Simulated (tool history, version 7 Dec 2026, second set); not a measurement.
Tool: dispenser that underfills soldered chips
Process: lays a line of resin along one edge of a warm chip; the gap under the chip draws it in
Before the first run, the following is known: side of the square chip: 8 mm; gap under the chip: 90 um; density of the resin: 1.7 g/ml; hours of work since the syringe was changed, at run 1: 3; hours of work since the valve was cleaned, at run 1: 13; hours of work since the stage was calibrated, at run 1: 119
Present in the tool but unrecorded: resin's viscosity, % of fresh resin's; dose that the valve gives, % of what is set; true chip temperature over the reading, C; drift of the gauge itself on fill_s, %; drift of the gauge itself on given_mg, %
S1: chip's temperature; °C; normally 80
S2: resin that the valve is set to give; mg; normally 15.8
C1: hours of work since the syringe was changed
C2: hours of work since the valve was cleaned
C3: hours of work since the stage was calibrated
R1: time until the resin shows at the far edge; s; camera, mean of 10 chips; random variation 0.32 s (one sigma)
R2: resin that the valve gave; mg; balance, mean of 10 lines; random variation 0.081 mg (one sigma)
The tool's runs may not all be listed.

Run 1, hour 0: usual settings; C1 3; C2 13; C3 119. Result: R1 12.3 s, R2 15.68 mg.
Run 2, hour 2.5: usual settings but S2 20.2 mg; C1 5; C2 15; C3 121. Result: R1 13.2 s, R2 20.09 mg.
At hour 4.4: new syringe of resin.
Run 3, hour 5.4: usual settings but S1 84 °C; C1 1; C2 17; C3 123. Result: R1 9.4 s, R2 15.68 mg.
Run 4, hour 9.1: usual settings but S1 84 °C; C1 4; C2 19; C3 125. Result: R1 11 s, R2 15.64 mg.
At hour 12.1: new syringe of resin.
Run 5, hour 12.8: usual settings but S1 92 °C; C1 0; C2 22; C3 128. Result: R1 6.5 s, R2 15.54 mg.
Run 6, hour 16.7: usual settings but S1 92 °C; C1 3; C2 25; C3 131. Result: R1 7.1 s, R2 15.44 mg.
At hour 19.9: new syringe of resin.
Run 7, hour 19.9: usual settings; C1 0; C2 27; C3 133. Result: R1 10 s, R2 15.38 mg.
Run 8, hour 22.9: usual settings; C1 2; C2 29; C3 135. Result: R1 12.6 s, R2 15.48 mg.
At hour 27.8: new syringe of resin.
Run 9, hour 28.1: usual settings; C1 0; C2 33; C3 139. Result: R1 11.3 s, R2 15.33 mg.

Run 10, settings as shown, results not yet in. Your forecast:
Run 10, hour 31.2: usual settings but S1 95 °C, S2 16.7 mg; C1 3; C2 36; C3 142. Result: R1 ?, R2 ?.

R1: 5.8 s
R2: 16.23 mg
Were there no unlogged condition in the tool, this run, its random variation unchanged, would have produced R1 5.1 s, R2 16.7 mg.
